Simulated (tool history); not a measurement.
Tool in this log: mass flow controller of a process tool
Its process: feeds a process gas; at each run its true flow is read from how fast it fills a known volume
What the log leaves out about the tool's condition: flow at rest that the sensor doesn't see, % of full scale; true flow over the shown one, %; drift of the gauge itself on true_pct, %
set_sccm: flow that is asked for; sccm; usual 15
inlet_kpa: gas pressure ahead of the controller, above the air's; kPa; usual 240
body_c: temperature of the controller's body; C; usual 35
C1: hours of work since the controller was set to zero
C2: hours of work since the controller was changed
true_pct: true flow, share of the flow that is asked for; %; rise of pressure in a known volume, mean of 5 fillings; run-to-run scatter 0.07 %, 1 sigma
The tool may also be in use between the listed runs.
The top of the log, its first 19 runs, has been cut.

{"run": 20, "hour": 2594.4, "set_sccm": 41, "inlet_kpa": 152, "body_c": 35, "C1": 3649, "C2": 3649, "true_pct": 102.44}
{"run": 21, "hour": 2672.5, "set_sccm": 41, "inlet_kpa": 152, "body_c": 35, "C1": 3701, "C2": 3701, "true_pct": 102.36}
{"run": 22, "hour": 2794.9, "set_sccm": 41, "inlet_kpa": 152, "body_c": 35, "C1": 3781, "C2": 3781, "true_pct": 102.42}
{"run": 23, "hour": 2936.9, "set_sccm": 12, "inlet_kpa": 264, "body_c": 35, "C1": 3873, "C2": 3873, "true_pct": 102.8}
{"run": 24, "hour": 3107.6, "set_sccm": 25, "inlet_kpa": 240, "body_c": 24, "C1": 3985, "C2": 3985, "true_pct": 101.58}
{"run": 25, "hour": 3217.9, "set_sccm": 25, "inlet_kpa": 240, "body_c": 24, "C1": 4057, "C2": 4057, "true_pct": 101.62}
{"run": 26, "hour": 3318.8, "set_sccm": 7, "inlet_kpa": 167, "body_c": 30, "C1": 4123, "C2": 4123, "true_pct": 105.61}
{"run": 27, "hour": 3470.0, "set_sccm": 15, "inlet_kpa": 211, "body_c": 33, "C1": 4222, "C2": 4222, "true_pct": 102.66}
{"run": 28, "hour": 3598.2, "set_sccm": 15, "inlet_kpa": 259, "body_c": 35, "C1": 4306, "C2": 4306, "true_pct": 102.82}
{"run": 29, "hour": 3749.0, "set_sccm": 15, "inlet_kpa": 259, "body_c": 35, "C1": 4404, "C2": 4404, "true_pct": 103.0}
{"run": 30, "hour": 3871.8, "set_sccm": 6, "inlet_kpa": 196, "body_c": 40, "C1": 4485, "C2": 4485, "true_pct": 107.52}
{"run": 31, "hour": 3952.6, "set_sccm": 6, "inlet_kpa": 196, "body_c": 40, "C1": 4537, "C2": 4537, "true_pct": 107.54}
{"run": 32, "hour": 4062.4, "set_sccm": 44, "inlet_kpa": 240, "body_c": 24, "C1": 4609, "C2": 4609, "true_pct": 102.3}
{"run": 33, "hour": 4164.8, "set_sccm": 44, "inlet_kpa": 240, "body_c": 24, "C1": 4676, "C2": 4676, "true_pct": 102.5}
{"run": 34, "hour": 4338.4, "set_sccm": 44, "inlet_kpa": 206, "body_c": 37, "C1": 4790, "C2": 4790, "true_pct": 103.26}
{"run": 35, "hour": 4445.9, "set_sccm": 20, "inlet_kpa": 238, "body_c": 33, "C1": 4860, "C2": 4860, "true_pct": 102.75}
{"run": 36, "hour": 4590.5, "set_sccm": 15, "inlet_kpa": 240, "body_c": 36, "C1": 4954, "C2": 4954, "true_pct": 103.56}
{"run": 37, "hour": 4716.3, "set_sccm": 33, "inlet_kpa": 277, "body_c": 32, "C1": 5037, "C2": 5037, "true_pct": 102.59}
{"run": 38, "hour": 4855.7, "set_sccm": 15, "inlet_kpa": 240, "body_c": 36, "C1": 5128, "C2": 5128, "true_pct": 103.75}

Consider 4 possible next runs. They are alternatives, not a sequence: every one starts from the tool as it was left by run 38. What does each give?
{"hour": 4905.7, "done": "controller's zero set anew"}
{"run": "A", "hour": 4945.8, "set_sccm": 35, "inlet_kpa": 240, "body_c": 36, "C1": 26, "C2": 5186, "true_pct": "?"}
{"hour": 4905.7, "done": "controller's zero set anew"}
{"run": "B", "hour": 4945.8, "set_sccm": 35, "inlet_kpa": 228, "body_c": 24, "C1": 26, "C2": 5186, "true_pct": "?"}
{"hour": 4905.7, "done": "controller's zero set anew"}
{"run": "C", "hour": 4945.8, "set_sccm": 17, "inlet_kpa": 277, "body_c": 30, "C1": 26, "C2": 5186, "true_pct": "?"}
{"hour": 4905.7, "done": "controller's zero set anew"}
{"run": "D", "hour": 4945.8, "set_sccm": 15, "inlet_kpa": 196, "body_c": 36, "C1": 26, "C2": 5186, "true_pct": "?"}

run=A true_pct=101.42
run=B true_pct=100.94
run=C true_pct=100.01
run=D true_pct=100.34
Without the tool's hidden state the same runs would have given:
run=A true_pct=99.39
run=B true_pct=98.91
run=C true_pct=97.97
run=D true_pct=98.30
